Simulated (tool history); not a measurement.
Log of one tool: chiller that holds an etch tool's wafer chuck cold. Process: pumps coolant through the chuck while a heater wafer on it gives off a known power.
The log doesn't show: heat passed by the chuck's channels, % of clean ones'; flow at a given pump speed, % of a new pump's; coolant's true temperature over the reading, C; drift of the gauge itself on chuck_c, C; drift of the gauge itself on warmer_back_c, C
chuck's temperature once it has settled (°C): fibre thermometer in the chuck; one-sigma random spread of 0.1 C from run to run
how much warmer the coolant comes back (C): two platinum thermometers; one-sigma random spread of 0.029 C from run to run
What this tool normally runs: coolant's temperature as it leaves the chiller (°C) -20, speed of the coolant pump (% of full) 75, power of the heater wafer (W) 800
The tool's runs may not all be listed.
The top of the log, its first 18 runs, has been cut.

run    hour  coolant's temperature as it leaves the chiller (°C)  speed of the coolant pump (% of full)  power of the heater wafer (W)  hours since the coolant was changed and the channels were flushed  hours since the pump was overhauled  hours since the chiller's thermometer was calibrated  chuck's temperature once it has settled (°C)  how much warmer the coolant comes back (C)
     1538.5  -- gauge calibrated
 19  1572.4                                                  -20                                     75                            800                                                               1112                                 4226                                                  3434                                         -11.8                                        1.81
 20    1628                                                  -20                                     75                            800                                                               1168                                 4282                                                  3490                                           -12                                        1.88
 21  1703.2                                                  -26                                     75                            736                                                               1243                                 4357                                                  3565                                         -18.5                                         1.7
 22  1774.3                                                  -22                                    100                            463                                                               1314                                 4428                                                  3636                                         -18.6                                        0.77
 23    1877                                                  -13                                     96                            494                                                               1417                                 4531                                                  3739                                            -9                                         0.9
 24  1974.7                                                  -13                                     96                            494                                                               1514                                 4629                                                  3837                                          -9.2                                        0.89
 25  2067.2                                                  -13                                     96                            494                                                               1607                                 4721                                                  3929                                          -9.2                                        0.96
 26  2183.9                                                  -11                                     68                            706                                                               1724                                 4838                                                  4046                                          -3.2                                        1.88
 27  2291.4                                                  -11                                     68                            706                                                               1831                                 4945                                                  4153                                          -3.1                                         1.9
 28  2356.3                                                  -11                                     68                            706                                                               1896                                 5010                                                  4218                                          -3.1                                        1.94
 29  2435.6                                                  -11                                     68                            706                                                               1975                                 5090                                                  4298                                          -3.1                                        1.92
 30  2542.8                                                  -20                                     68                            800                                                               2083                                 5197                                                  4405                                           -11                                        2.19
 31  2656.6                                                  -12                                     69                            825                                                               2196                                 5311                                                  4519                                          -2.8                                        2.23
 32  2708.1                                                  -20                                     74                            573                                                               2248                                 5362                                                  4570                                         -14.1                                         1.5

4 ways to go on from here, each from the tool as it stands after run 32. What would each give?
  A  2809.4                                                  -24                                     75                            800                                                               2349                                 5463                                                  4671                                             ?                                           ?
  B  2809.4                                                  -28                                     78                            592                                                               2349                                 5463                                                  4671                                             ?                                           ?
  C  2809.4                                                  -20                                     74                           1104                                                               2349                                 5463                                                  4671                                             ?                                           ?
  D  2809.4                                                  -24                                     74                            573                                                               2349                                 5463                                                  4671                                             ?                                           ?

run  chuck's temperature once it has settled (°C)  how much warmer the coolant comes back (C)
  A                                         -15.9                                        1.97
  B                                         -22.1                                        1.47
  C                                          -8.8                                        2.74
  D                                         -18.1                                        1.47
Without the tool's hidden state the same runs would have given:
run  chuck's temperature once it has settled (°C)  how much warmer the coolant comes back (C)
  A                                           -16                                        1.78
  B                                         -22.1                                        1.28
  C                                          -8.8                                        2.55
  D                                         -18.1                                        1.28
